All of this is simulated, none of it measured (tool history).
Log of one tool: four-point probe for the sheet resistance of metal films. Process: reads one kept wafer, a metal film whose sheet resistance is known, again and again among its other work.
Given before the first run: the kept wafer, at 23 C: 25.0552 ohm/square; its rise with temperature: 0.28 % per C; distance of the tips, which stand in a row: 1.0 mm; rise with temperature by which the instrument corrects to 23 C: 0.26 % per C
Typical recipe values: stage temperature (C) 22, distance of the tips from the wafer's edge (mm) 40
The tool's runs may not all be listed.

run     day  stage temperature (C)  distance of the tips from the wafer's edge (mm)  sheet resistance as the instrument gives it (ohm/square)
  1   0.000                     22                                               40                                                 25.141375
  2   0.596                     22                                               40                                                 25.137196
  3   1.062                     22                                               40                                                 25.132429
  4   1.492                     22                                               40                                                 25.123984
  5   2.050                     22                                               40                                                 25.129928
  6   2.500                     20                                               40                                                 25.121483
  7   3.183                     20                                               40                                                 25.132153
  8   3.996                     20                                               40                                                 25.131352
  9   4.488                     27                                               40                                                 25.145381
 10   5.042                     22                                               40                                                 25.133195
 11   5.717                     22                                               40                                                 25.128895
 12   6.217                     27                                               40                                                 25.151549
 13   6.762                     27                                               40                                                 25.151621
 14   7.429                     22                                               40                                                 25.133088
 15   8.367                     27                                               12                                                 25.233405
 16   9.242                     27                                               12                                                 25.229842
 17   9.662                     22                                               43                                                 25.129346
 18  10.400                     22                                               43                                                 25.129239
 19  11.383                     28                                               64                                                 25.138227
 20  12.379                     28                                               64                                                 25.149999
 21  12.900                     26                                               12                                                 25.233701
 22  13.504                     18                                               53                                                 25.107257
 23  14.417                     18                                               27                                                 25.130485
 24  15.004                     19                                               18                                                 25.146591
 25  15.867                     28                                               37                                                 25.143241
 26  16.512                     22                                               41                                                 25.126796
 27  17.371                     22                                                4                                                 25.943502
 28  17.875                     22                                                4                                                 25.939925

Forecast each of these 4 alternatives for the next run:
  A  18.329                     20                                               65                                                         ?
  B  18.329                     19                                                3                                                         ?
  C  18.329                     22                                               70                                                         ?
  D  18.329                     29                                                4                                                         ?

run  sheet resistance as the instrument gives it (ohm/square)
  A                                                 25.112180
  B                                                 26.523988
  C                                                 25.122335
  D                                                 25.963964
Had the tool no hidden state, the same runs would have come out as:
run  sheet resistance as the instrument gives it (ohm/square)
  A                                                 25.047706
  B                                                 26.456036
  C                                                 25.057954
  D                                                 25.897961

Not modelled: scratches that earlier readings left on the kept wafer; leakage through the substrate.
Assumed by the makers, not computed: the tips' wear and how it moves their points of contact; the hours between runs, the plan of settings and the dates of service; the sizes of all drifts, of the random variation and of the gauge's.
